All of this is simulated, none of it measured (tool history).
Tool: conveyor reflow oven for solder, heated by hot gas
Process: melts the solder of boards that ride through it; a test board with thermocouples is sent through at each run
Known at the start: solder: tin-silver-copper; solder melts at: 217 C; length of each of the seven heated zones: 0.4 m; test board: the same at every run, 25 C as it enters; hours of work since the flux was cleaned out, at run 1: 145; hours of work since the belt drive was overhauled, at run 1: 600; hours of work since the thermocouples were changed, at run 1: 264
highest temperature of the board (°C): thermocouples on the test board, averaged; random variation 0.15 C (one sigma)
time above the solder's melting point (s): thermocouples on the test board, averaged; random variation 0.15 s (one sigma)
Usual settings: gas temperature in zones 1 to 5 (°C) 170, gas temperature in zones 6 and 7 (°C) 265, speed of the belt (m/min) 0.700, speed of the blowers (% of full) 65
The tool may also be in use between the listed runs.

run   hour  gas temperature in zones 1 to 5 (°C)  gas temperature in zones 6 and 7 (°C)  speed of the belt (m/min)  speed of the blowers (% of full)  hours of work since the flux was cleaned out  hours of work since the belt drive was overhauled  hours of work since the thermocouples were changed  highest temperature of the board (°C)  time above the solder's melting point (s)
  1    0.0                                   170                                    265                      0.700                                65                                           145                                                600                                                 264                                  246.0                                       45.5
  2   22.2                                   170                                    265                      0.700                                65                                           156                                                610                                                 274                                  246.0                                       45.0
  3   43.9                                   170                                    265                      0.700                                65                                           166                                                620                                                 284                                  245.9                                       45.1
  4   56.0                                   170                                    265                      0.700                                65                                           171                                                625                                                 290                                  245.9                                       44.9
  5   68.7                                   170                                    270                      0.700                                65                                           177                                                631                                                 295                                  249.8                                       48.1
  6   81.2                                   157                                    265                      0.700                                65                                           183                                                637                                                 301                                  243.0                                       38.8
  7   96.2                                   157                                    265                      0.700                                65                                           190                                                644                                                 308                                  242.8                                       38.8
  8  105.6                                   170                                    265                      0.700                                86                                           194                                                648                                                 312                                  249.4                                       48.8
  9  119.2                                   170                                    265                      0.700                                86                                           200                                                654                                                 319                                  249.3                                       48.7
 10  141.0                                   170                                    265                      0.700                                86                                           210                                                664                                                 329                                  249.0                                       48.6
 11  160.1                                   170                                    265                      0.700                                65                                           219                                                673                                                 337                                  245.5                                       44.7
 12  172.9                                   164                                    255                      0.700                                60                                           225                                                679                                                 343                                  234.8                                       32.3
 13  193.2                                   164                                    255                      0.700                                60                                           234                                                688                                                 353                                  234.7                                       32.5
 14  210.6                                   184                                    265                      0.700                                65                                           242                                                696                                                 361                                  248.2                                       52.3
 15  229.7                                   166                                    265                      0.700                                83                                           251                                                705                                                 369                                  247.8                                       46.5
 16  247.8                                   166                                    265                      0.700                                83                                           259                                                714                                                 378                                  247.8                                       46.4
 17  258.3                                   160                                    263                      0.700                                65                                           264                                                718                                                 383                                  241.3                                       38.5
     278.3  -- flux residue cleaned out of gas plates and filters
 18  278.8                                   170                                    263                      0.769                                65                                             0                                                726                                                 390                                  242.1                                       38.0
 19  298.9                                   160                                    270                      0.700                                69                                             9                                                735                                                 399                                  250.2                                       46.3
 20  320.4                                   173                                    266                      0.667                                71                                            19                                                745                                                 409                                  251.1                                       53.8
 21  336.4                                   161                                    257                      0.700                                51                                            27                                                752                                                 416                                  234.7                                       31.2
 22  356.2                                   161                                    257                      0.700                                51                                            36                                                761                                                 425                                  234.7                                       31.3

Hidden state at the last listed run before each entry between runs and at the first one after, where it differs:
Between runs 17 and 18: flux residue cleaned out of gas plates and filters (hour 278.3)
  heat that the gas passes to the board, % of a clean oven's: 92.8 -> 99.9; belt's true speed, % of the reading: 98.41 -> 98.4; true gas temperature in zones 6 and 7 over the reading, C: 0.6 -> 0.61
  measured less the result without the state, highest temperature of the board (°C): -1.0 -> +1.1; time above the solder's melting point (s): -0.7 -> +1.6
